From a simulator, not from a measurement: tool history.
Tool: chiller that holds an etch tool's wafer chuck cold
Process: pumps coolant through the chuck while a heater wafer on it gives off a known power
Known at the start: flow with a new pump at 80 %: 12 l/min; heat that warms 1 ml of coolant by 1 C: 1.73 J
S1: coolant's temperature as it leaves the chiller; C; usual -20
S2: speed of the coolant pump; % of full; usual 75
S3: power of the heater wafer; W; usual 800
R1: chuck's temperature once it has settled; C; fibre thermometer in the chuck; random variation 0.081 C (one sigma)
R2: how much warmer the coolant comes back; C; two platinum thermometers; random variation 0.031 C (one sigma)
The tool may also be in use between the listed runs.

Run 1, day 0: usual settings. Result: R1 -14.58 C, R2 2.46 C.
Run 2, day 2.008: usual settings. Result: R1 -14.45 C, R2 2.47 C.
Run 3, day 3.808: usual settings but S3 584 W. Result: R1 -16.06 C, R2 1.81 C.
Run 4, day 5.092: usual settings but S2 72 % of full. Result: R1 -14.34 C, R2 2.57 C.
Run 5, day 6.75: usual settings but S2 72 % of full. Result: R1 -14.4 C, R2 2.52 C.
Run 6, day 8.271: usual settings but S1 -23 C. Result: R1 -17.45 C, R2 2.49 C.
Run 7, day 10.183: usual settings but S1 -21 C. Result: R1 -15.6 C, R2 2.49 C.
Run 8, day 11.454: usual settings. Result: R1 -14.52 C, R2 2.45 C.
Run 9, day 13.067: usual settings. Result: R1 -14.43 C, R2 2.5 C.
Run 10, day 14.942: usual settings but S2 96 % of full. Result: R1 -15.33 C, R2 1.91 C.
Run 11, day 17.083: usual settings but S1 -27 C. Result: R1 -21.42 C, R2 2.53 C.
Run 12, day 19.15: usual settings but S1 -15 C. Result: R1 -9.45 C, R2 2.48 C.
Run 13, day 20.504: usual settings. Result: R1 -14.55 C, R2 2.43 C.
Run 14, day 21.992: usual settings. Result: R1 -14.58 C, R2 2.49 C.
Run 15, day 23.188: usual settings. Result: R1 -14.52 C, R2 2.44 C.
Run 16, day 24.558: usual settings. Result: R1 -14.52 C, R2 2.53 C.
Run 17, day 25.521: usual settings. Result: R1 -14.43 C, R2 2.51 C.
Run 18, day 26.621: usual settings but S1 -25 C, S2 83 % of full, S3 562 W. Result: R1 -21.37 C, R2 1.54 C.
Run 19, day 28.233: usual settings but S2 64 % of full, S3 863 W. Result: R1 -13.3 C, R2 3.13 C.
Run 20, day 29.767: usual settings but S2 64 % of full, S3 863 W. Result: R1 -13.29 C, R2 3.13 C.
Run 21, day 31.608: usual settings but S2 64 % of full, S3 863 W. Result: R1 -13.3 C, R2 3.18 C.
Run 22, day 33.283: usual settings but S2 64 % of full, S3 863 W. Result: R1 -13.32 C, R2 3.12 C.
Run 23, day 35.021: usual settings but S2 64 % of full, S3 863 W. Result: R1 -13.31 C, R2 3.12 C.
Run 24, day 37.012: usual settings but S2 64 % of full, S3 452 W. Result: R1 -16.6 C, R2 1.63 C.
Run 25, day 37.917: usual settings but S2 64 % of full, S3 452 W. Result: R1 -16.35 C, R2 1.64 C.
Run 26, day 39.4: usual settings but S1 -18 C, S2 64 % of full, S3 452 W. Result: R1 -14.49 C, R2 1.59 C.
Run 27, day 40.879: usual settings but S2 78 % of full, S3 519 W. Result: R1 -16.71 C, R2 1.6 C.
Run 28, day 42.188: usual settings but S2 99 % of full, S3 471 W. Result: R1 -17.43 C, R2 1.07 C.
Run 29, day 44.05: usual settings but S1 -12 C, S2 99 % of full, S3 619 W. Result: R1 -8.49 C, R2 1.45 C.

Run 30 comes next. What will it give?
Run 30, day 45.867: usual settings but S2 77 % of full, S3 518 W. Result: R1 ?, R2 ?.

R1: -16.49 C
R2: 1.57 C
Without the tool's hidden state the same run would have given R1 -16.49 C, R2 1.57 C.
